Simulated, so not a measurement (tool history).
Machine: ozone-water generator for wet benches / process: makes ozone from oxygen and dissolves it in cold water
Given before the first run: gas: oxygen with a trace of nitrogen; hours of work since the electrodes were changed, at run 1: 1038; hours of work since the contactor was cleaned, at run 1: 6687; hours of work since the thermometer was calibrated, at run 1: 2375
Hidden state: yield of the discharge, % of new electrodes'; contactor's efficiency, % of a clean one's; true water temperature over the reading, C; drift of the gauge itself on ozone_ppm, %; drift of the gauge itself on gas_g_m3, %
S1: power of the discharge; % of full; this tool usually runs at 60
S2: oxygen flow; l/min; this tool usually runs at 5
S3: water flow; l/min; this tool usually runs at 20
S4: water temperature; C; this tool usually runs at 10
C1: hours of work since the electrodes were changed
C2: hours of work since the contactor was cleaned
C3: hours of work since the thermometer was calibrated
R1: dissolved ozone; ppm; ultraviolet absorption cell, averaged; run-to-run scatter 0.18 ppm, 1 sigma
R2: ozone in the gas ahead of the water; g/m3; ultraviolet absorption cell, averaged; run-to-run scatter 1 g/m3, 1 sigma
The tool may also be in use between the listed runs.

Run 1, hour 0.0: usual settings; C1 1038; C2 6687; C3 2375. Result: R1 24.0 ppm, R2 182.3 g/m3.
Run 2, hour 16.8: usual settings; C1 1052; C2 6701; C3 2389. Result: R1 24.0 ppm, R2 184.6 g/m3.
Run 3, hour 40.2: usual settings but S3 16 l/min; C1 1072; C2 6721; C3 2409. Result: R1 28.1 ppm, R2 183.2 g/m3.
Run 4, hour 61.5: usual settings but S3 21 l/min; C1 1089; C2 6739; C3 2427. Result: R1 23.2 ppm, R2 184.8 g/m3.
Run 5, hour 86.3: usual settings but S3 21 l/min; C1 1110; C2 6759; C3 2447. Result: R1 23.2 ppm, R2 185.4 g/m3.
Run 6, hour 118.7: usual settings; C1 1137; C2 6787; C3 2474. Result: R1 23.8 ppm, R2 184.0 g/m3.
Run 7, hour 135.7: usual settings but S4 13 C; C1 1151; C2 6801; C3 2489. Result: R1 23.3 ppm, R2 182.8 g/m3.
Run 8, hour 165.8: usual settings; C1 1176; C2 6826; C3 2514. Result: R1 24.1 ppm, R2 183.9 g/m3.
Run 9, hour 192.4: usual settings; C1 1199; C2 6848; C3 2536. Result: R1 24.0 ppm, R2 185.0 g/m3.
Run 10, hour 219.2: usual settings; C1 1221; C2 6870; C3 2558. Result: R1 24.3 ppm, R2 184.8 g/m3.
Run 11, hour 242.9: usual settings; C1 1241; C2 6890; C3 2578. Result: R1 24.0 ppm, R2 184.2 g/m3.
Run 12, hour 269.2: usual settings; C1 1263; C2 6912; C3 2600. Result: R1 24.1 ppm, R2 185.5 g/m3.
Run 13, hour 293.6: usual settings; C1 1283; C2 6933; C3 2620. Result: R1 24.1 ppm, R2 185.3 g/m3.
Run 14, hour 307.6: usual settings; C1 1295; C2 6944; C3 2632. Result: R1 24.1 ppm, R2 184.1 g/m3.
Run 15, hour 339.7: usual settings; C1 1322; C2 6971; C3 2659. Result: R1 23.9 ppm, R2 186.5 g/m3.
Run 16, hour 356.1: usual settings; C1 1335; C2 6985; C3 2673. Result: R1 24.0 ppm, R2 185.1 g/m3.

Run 17 comes next. What will it give?
Run 17, hour 379.0: usual settings; C1 1354; C2 7004; C3 2692. Result: R1 ?, R2 ?.

R1: 23.9 ppm
R2: 188.3 g/m3
On a tool with no hidden condition, and with the same random variation, this run would have come out at R1 23.9 ppm, R2 186.0 g/m3.
